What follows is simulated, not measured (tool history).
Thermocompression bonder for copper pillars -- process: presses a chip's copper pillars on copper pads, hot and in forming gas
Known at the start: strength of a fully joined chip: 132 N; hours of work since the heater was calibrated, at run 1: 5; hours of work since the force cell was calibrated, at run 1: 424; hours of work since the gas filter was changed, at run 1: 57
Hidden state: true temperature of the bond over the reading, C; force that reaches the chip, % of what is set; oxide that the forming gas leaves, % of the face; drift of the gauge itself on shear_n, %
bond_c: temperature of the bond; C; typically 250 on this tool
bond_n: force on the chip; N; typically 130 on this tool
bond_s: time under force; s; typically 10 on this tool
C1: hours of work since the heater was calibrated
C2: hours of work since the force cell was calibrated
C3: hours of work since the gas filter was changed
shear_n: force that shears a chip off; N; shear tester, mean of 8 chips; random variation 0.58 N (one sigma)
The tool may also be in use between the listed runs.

Run 1, hour 0.0: usual settings; C1 5; C2 424; C3 57. Result: shear_n 54.9 N.
Run 2, hour 29.4: usual settings; C1 27; C2 447; C3 80. Result: shear_n 54.2 N.
Run 3, hour 88.4: usual settings; C1 72; C2 491; C3 124. Result: shear_n 55.8 N.
Run 4, hour 121.1: usual settings; C1 97; C2 516; C3 149. Result: shear_n 55.1 N.
Run 5, hour 194.4: usual settings; C1 152; C2 571; C3 205. Result: shear_n 55.1 N.
At hour 201.8: heater calibrated with a thermocouple chip.
At hour 205.4: forming gas filter changed.
Run 6, hour 237.5: usual settings; C1 27; C2 602; C3 24. Result: shear_n 57.6 N.
Run 7, hour 288.8: usual settings; C1 66; C2 641; C3 63. Result: shear_n 56.2 N.
Run 8, hour 353.2: usual settings; C1 114; C2 690; C3 112. Result: shear_n 57.8 N.
Run 9, hour 391.1: usual settings but bond_c 261 C, bond_n 84 N, bond_s 9 s; C1 143; C2 719; C3 141. Result: shear_n 43.7 N.
Run 10, hour 431.4: usual settings but bond_c 231 C, bond_n 103 N, bond_s 16 s; C1 173; C2 749; C3 171. Result: shear_n 47.2 N.
At hour 467.9: heater calibrated with a thermocouple chip, once more.
Run 11, hour 467.9: usual settings but bond_c 257 C, bond_s 24 s; C1 0; C2 775; C3 197. Result: shear_n 79.3 N.
At hour 489.9: forming gas filter changed.
Run 12, hour 526.9: usual settings but bond_c 259 C, bond_n 142 N; C1 44; C2 820; C3 28. Result: shear_n 66.1 N.

Hidden state at the last listed run before each entry between runs and at the first one after, where it differs:
Logged between run 5 and run 6: heater calibrated with a thermocouple chip (hour 201.8); forming gas filter changed (hour 205.4)
  true temperature of the bond over the reading, C: 1.1 -> 2.1; force that reaches the chip, % of what is set: 104.5 -> 104.6; oxide that the forming gas leaves, % of the face: 2.55 -> 0.83
  measured less the result without the state, shear_n: +1.3 -> +2.9 N
Logged between run 10 and run 11: heater calibrated with a thermocouple chip, once more (hour 467.9)
  true temperature of the bond over the reading, C: 3.3 -> -0.1; force that reaches the chip, % of what is set: 105.5 -> 105.7; oxide that the forming gas leaves, % of the face: 2.24 -> 2.49
  measured less the result without the state, shear_n: +2.9 -> +0.9 N
Logged between run 11 and run 12: forming gas filter changed (hour 489.9)
  true temperature of the bond over the reading, C: -0.1 -> 0.2; force that reaches the chip, % of what is set: 105.7 -> 106; oxide that the forming gas leaves, % of the face: 2.49 -> 0.95
  measured less the result without the state, shear_n: +0.9 -> +2.4 N
